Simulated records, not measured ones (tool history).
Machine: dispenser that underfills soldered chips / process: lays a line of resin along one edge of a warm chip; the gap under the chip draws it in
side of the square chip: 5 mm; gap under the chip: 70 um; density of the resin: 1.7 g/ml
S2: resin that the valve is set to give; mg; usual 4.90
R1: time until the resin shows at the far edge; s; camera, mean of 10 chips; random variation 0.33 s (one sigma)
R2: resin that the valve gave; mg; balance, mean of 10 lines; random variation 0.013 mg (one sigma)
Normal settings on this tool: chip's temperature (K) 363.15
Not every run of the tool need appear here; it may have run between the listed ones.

run 1 day=0.000 | chip's_temperature_(K)=363.15 S2=4.90 | R1=20.1 R2=4.87
-- day=0.079 new syringe of resin
run 2 day=0.262 | chip's_temperature_(K)=363.15 S2=4.90 | R1=18.9 R2=4.86
-- day=0.383 new syringe of resin
run 3 day=0.504 | chip's_temperature_(K)=363.15 S2=4.90 | R1=16.3 R2=4.89
-- day=0.692 new syringe of resin
run 4 day=0.692 | chip's_temperature_(K)=363.15 S2=4.90 | R1=14.1 R2=4.85
run 5 day=0.950 | chip's_temperature_(K)=363.15 S2=4.90 | R1=20.6 R2=4.85
-- day=0.996 new syringe of resin
run 6 day=1.133 | chip's_temperature_(K)=363.15 S2=4.90 | R1=16.9 R2=4.84
-- day=1.317 new syringe of resin
run 7 day=1.379 | chip's_temperature_(K)=363.15 S2=4.90 | R1=15.7 R2=4.81
run 8 day=1.521 | chip's_temperature_(K)=363.15 S2=4.90 | R1=18.9 R2=4.78
-- day=1.638 new syringe of resin
run 9 day=1.817 | chip's_temperature_(K)=363.15 S2=4.99 | R1=18.0 R2=4.87
-- day=1.958 new syringe of resin
run 10 day=2.133 | chip's_temperature_(K)=363.15 S2=4.99 | R1=17.6 R2=4.86
-- day=2.196 dispensing valve cleaned and set on the balance
-- day=2.321 new syringe of resin
run 11 day=2.333 | chip's_temperature_(K)=363.15 S2=4.99 | R1=15.1 R2=4.97
run 12 day=2.492 | chip's_temperature_(K)=363.15 S2=4.99 | R1=17.6 R2=4.95
-- day=2.646 new syringe of resin
run 13 day=2.783 | chip's_temperature_(K)=363.15 S2=4.99 | R1=16.7 R2=4.97
-- day=2.954 new syringe of resin
run 14 day=3.012 | chip's_temperature_(K)=371.15 S2=4.90 | R1=12.2 R2=4.85
run 15 day=3.212 | chip's_temperature_(K)=363.15 S2=4.71 | R1=20.2 R2=4.66
-- day=3.262 new syringe of resin
run 16 day=3.412 | chip's_temperature_(K)=373.15 S2=4.71 | R1=12.4 R2=4.68
-- day=3.583 new syringe of resin
run 17 day=3.638 | chip's_temperature_(K)=355.15 S2=5.49 | R1=20.6 R2=5.39
-- day=3.900 new syringe of resin
run 18 day=3.954 | chip's_temperature_(K)=363.15 S2=4.70 | R1=15.5 R2=4.58
run 19 day=4.092 | chip's_temperature_(K)=372.15 S2=5.36 | R1=12.6 R2=5.26
-- day=4.217 new syringe of resin
run 20 day=4.404 | chip's_temperature_(K)=359.15 S2=5.04 | R1=20.9 R2=4.92
-- day=4.479 dispensing valve cleaned and set on the balance
-- day=4.583 new syringe of resin
run 21 day=4.696 | chip's_temperature_(K)=359.15 S2=5.04 | R1=19.0 R2=5.03
run 22 day=4.821 | chip's_temperature_(K)=356.15 S2=5.67 | R1=24.0 R2=5.66
-- day=4.900 new syringe of resin
run 23 day=5.075 | chip's_temperature_(K)=375.15 S2=5.63 | R1=11.3 R2=5.64
-- day=5.208 new syringe of resin
run 24 day=5.379 | chip's_temperature_(K)=362.15 S2=5.04 | R1=18.0 R2=5.01
-- day=5.533 new syringe of resin
run 25 day=5.600 | chip's_temperature_(K)=361.15 S2=5.41 | R1=16.0 R2=5.37
-- day=5.846 new syringe of resin
run 26 day=5.888 | chip's_temperature_(K)=361.15 S2=5.41 | R1=15.9 R2=5.35
run 27 day=6.017 | chip's_temperature_(K)=370.15 S2=5.51 | R1=13.5 R2=5.45
-- day=6.167 new syringe of resin
run 28 day=6.329 | chip's_temperature_(K)=355.15 S2=4.86 | R1=23.4 R2=4.79

Branching from run 28: 4 alternative next runs. What would each branch give?
-- day=6.483 new syringe of resin
run A day=6.638 | chip's_temperature_(K)=355.15 S2=6.37 | R1=? R2=?
-- day=6.483 new syringe of resin
run B day=6.638 | chip's_temperature_(K)=364.15 S2=4.34 | R1=? R2=?
-- day=6.483 new syringe of resin
run C day=6.638 | chip's_temperature_(K)=362.15 S2=5.72 | R1=? R2=?
-- day=6.483 new syringe of resin
run D day=6.638 | chip's_temperature_(K)=370.15 S2=4.68 | R1=? R2=?

run=A R1=22.6 R2=6.25
run=B R1=17.0 R2=4.23
run=C R1=17.5 R2=5.61
run=D R1=13.6 R2=4.57
With no hidden state in the tool, these same runs would have given:
run=A R1=19.1 R2=6.38
run=B R1=14.2 R2=4.32
run=C R1=14.7 R2=5.72
run=D R1=11.4 R2=4.66
